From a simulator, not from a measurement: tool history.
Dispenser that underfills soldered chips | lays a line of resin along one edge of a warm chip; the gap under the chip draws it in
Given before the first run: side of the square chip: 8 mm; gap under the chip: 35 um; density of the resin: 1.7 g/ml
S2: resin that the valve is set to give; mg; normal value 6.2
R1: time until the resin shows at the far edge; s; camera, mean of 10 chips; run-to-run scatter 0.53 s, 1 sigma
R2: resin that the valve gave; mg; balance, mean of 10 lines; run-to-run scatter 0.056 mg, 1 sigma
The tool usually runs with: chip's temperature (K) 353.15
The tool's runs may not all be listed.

{"run": 1, "day": 0.0, "chip's temperature (K)": 353.15, "S2": 6.2, "R1": 45, "R2": 5.57}
{"run": 2, "day": 0.404, "chip's temperature (K)": 353.15, "S2": 7.28, "R1": 66.4, "R2": 6.47}
{"day": 0.696, "done": "new syringe of resin"}
{"run": 3, "day": 0.738, "chip's temperature (K)": 353.15, "S2": 7.28, "R1": 43.8, "R2": 6.55}
{"run": 4, "day": 1.171, "chip's temperature (K)": 353.15, "S2": 7.83, "R1": 68, "R2": 6.96}
{"day": 1.4, "done": "new syringe of resin"}
{"run": 5, "day": 1.45, "chip's temperature (K)": 353.15, "S2": 6.2, "R1": 44.1, "R2": 5.47}
{"run": 6, "day": 1.75, "chip's temperature (K)": 353.15, "S2": 6.2, "R1": 60.8, "R2": 5.4}
{"day": 2.125, "done": "new syringe of resin"}
{"run": 7, "day": 2.175, "chip's temperature (K)": 353.15, "S2": 7.79, "R1": 44.7, "R2": 6.84}
{"run": 8, "day": 2.429, "chip's temperature (K)": 353.15, "S2": 7.79, "R1": 56.9, "R2": 6.74}
{"day": 2.808, "done": "dispensing valve cleaned and set on the balance"}
{"day": 2.875, "done": "new syringe of resin"}
{"run": 9, "day": 2.921, "chip's temperature (K)": 353.15, "S2": 7.79, "R1": 45.1, "R2": 7.79}
{"run": 10, "day": 3.388, "chip's temperature (K)": 353.15, "S2": 7.06, "R1": 72.7, "R2": 6.94}
{"day": 3.596, "done": "new syringe of resin"}
{"run": 11, "day": 3.854, "chip's temperature (K)": 353.15, "S2": 7.06, "R1": 55.2, "R2": 6.95}
{"run": 12, "day": 4.221, "chip's temperature (K)": 353.15, "S2": 5.35, "R1": 82.5, "R2": 5.15}
{"day": 4.296, "done": "new syringe of resin"}
{"run": 13, "day": 4.662, "chip's temperature (K)": 353.15, "S2": 5.35, "R1": 62.4, "R2": 5.19}
{"day": 5.004, "done": "new syringe of resin"}
{"run": 14, "day": 5.075, "chip's temperature (K)": 353.15, "S2": 5.35, "R1": 46.2, "R2": 5.05}
{"run": 15, "day": 5.346, "chip's temperature (K)": 353.15, "S2": 5.35, "R1": 59.7, "R2": 5.15}
{"run": 16, "day": 5.625, "chip's temperature (K)": 353.15, "S2": 5.45, "R1": 78.7, "R2": 5.26}
{"day": 5.717, "done": "new syringe of resin"}
{"run": 17, "day": 5.892, "chip's temperature (K)": 353.15, "S2": 5.45, "R1": 52.1, "R2": 5.15}
{"run": 18, "day": 6.275, "chip's temperature (K)": 353.15, "S2": 5.45, "R1": 76.2, "R2": 5.18}
{"day": 6.446, "done": "new syringe of resin"}
{"run": 19, "day": 6.733, "chip's temperature (K)": 365.15, "S2": 6.93, "R1": 41, "R2": 6.5}
{"day": 7.154, "done": "new syringe of resin"}
{"run": 20, "day": 7.188, "chip's temperature (K)": 359.15, "S2": 5.78, "R1": 37.4, "R2": 5.47}
{"run": 21, "day": 7.429, "chip's temperature (K)": 349.15, "S2": 5.83, "R1": 61.5, "R2": 5.51}
{"run": 22, "day": 7.796, "chip's temperature (K)": 349.15, "S2": 5.83, "R1": 91.7, "R2": 5.37}
{"day": 7.858, "done": "new syringe of resin"}
{"run": 23, "day": 8.096, "chip's temperature (K)": 357.15, "S2": 8.1, "R1": 47.5, "R2": 7.46}
{"run": 24, "day": 8.358, "chip's temperature (K)": 344.15, "S2": 5.4, "R1": 92.1, "R2": 4.94}
{"day": 8.579, "done": "new syringe of resin"}
{"run": 25, "day": 8.838, "chip's temperature (K)": 343.15, "S2": 5.48, "R1": 73.4, "R2": 5.09}
{"day": 9.296, "done": "new syringe of resin"}
{"run": 26, "day": 9.312, "chip's temperature (K)": 365.15, "S2": 5.32, "R1": 31.9, "R2": 4.97}
{"run": 27, "day": 9.688, "chip's temperature (K)": 350.15, "S2": 5.35, "R1": 70.9, "R2": 4.86}
{"day": 9.996, "done": "new syringe of resin"}
{"run": 28, "day": 10.067, "chip's temperature (K)": 353.15, "S2": 5.44, "R1": 47.3, "R2": 4.84}
{"run": 29, "day": 10.45, "chip's temperature (K)": 354.15, "S2": 6.77, "R1": 64.6, "R2": 6.07}
{"day": 10.725, "done": "new syringe of resin"}
{"run": 30, "day": 10.842, "chip's temperature (K)": 367.15, "S2": 7.21, "R1": 31.7, "R2": 6.36}
{"run": 31, "day": 11.067, "chip's temperature (K)": 367.15, "S2": 7.21, "R1": 38.9, "R2": 6.34}
{"run": 32, "day": 11.354, "chip's temperature (K)": 367.15, "S2": 7.21, "R1": 54, "R2": 6.4}
{"day": 11.433, "done": "new syringe of resin"}
{"run": 33, "day": 11.712, "chip's temperature (K)": 367.15, "S2": 7.21, "R1": 36.8, "R2": 6.18}
{"run": 34, "day": 11.917, "chip's temperature (K)": 367.15, "S2": 7.21, "R1": 45.3, "R2": 6.28}
{"day": 12.162, "done": "new syringe of resin"}
{"day": 12.396, "done": "dispensing valve cleaned and set on the balance"}
{"run": 35, "day": 12.433, "chip's temperature (K)": 363.15, "S2": 7.66, "R1": 38.5, "R2": 7.73}

Forecast each of these 5 alternatives for the next run:
{"day": 12.912, "done": "new syringe of resin"}
{"run": "A", "day": 12.912, "chip's temperature (K)": 365.15, "S2": 5.57, "R1": "?", "R2": "?"}
{"day": 12.912, "done": "new syringe of resin"}
{"run": "B", "day": 12.912, "chip's temperature (K)": 353.15, "S2": 6.27, "R1": "?", "R2": "?"}
{"day": 12.912, "done": "new syringe of resin"}
{"run": "C", "day": 12.912, "chip's temperature (K)": 363.15, "S2": 7.65, "R1": "?", "R2": "?"}
{"day": 12.912, "done": "new syringe of resin"}
{"run": "D", "day": 12.912, "chip's temperature (K)": 356.15, "S2": 7.61, "R1": "?", "R2": "?"}
{"day": 12.912, "done": "new syringe of resin"}
{"run": "E", "day": 12.912, "chip's temperature (K)": 349.15, "S2": 6.6, "R1": "?", "R2": "?"}

run=A R1=29.8 R2=5.54
run=B R1=41 R2=6.24
run=C R1=30.8 R2=7.64
run=D R1=37.7 R2=7.52
run=E R1=45.9 R2=6.48
With the hidden condition removed and each run's random variation left untouched, the same runs would have given:
run=A R1=31 R2=5.57
run=B R1=42.8 R2=6.27
run=C R1=32.1 R2=7.69
run=D R1=39.4 R2=7.56
run=E R1=48 R2=6.52
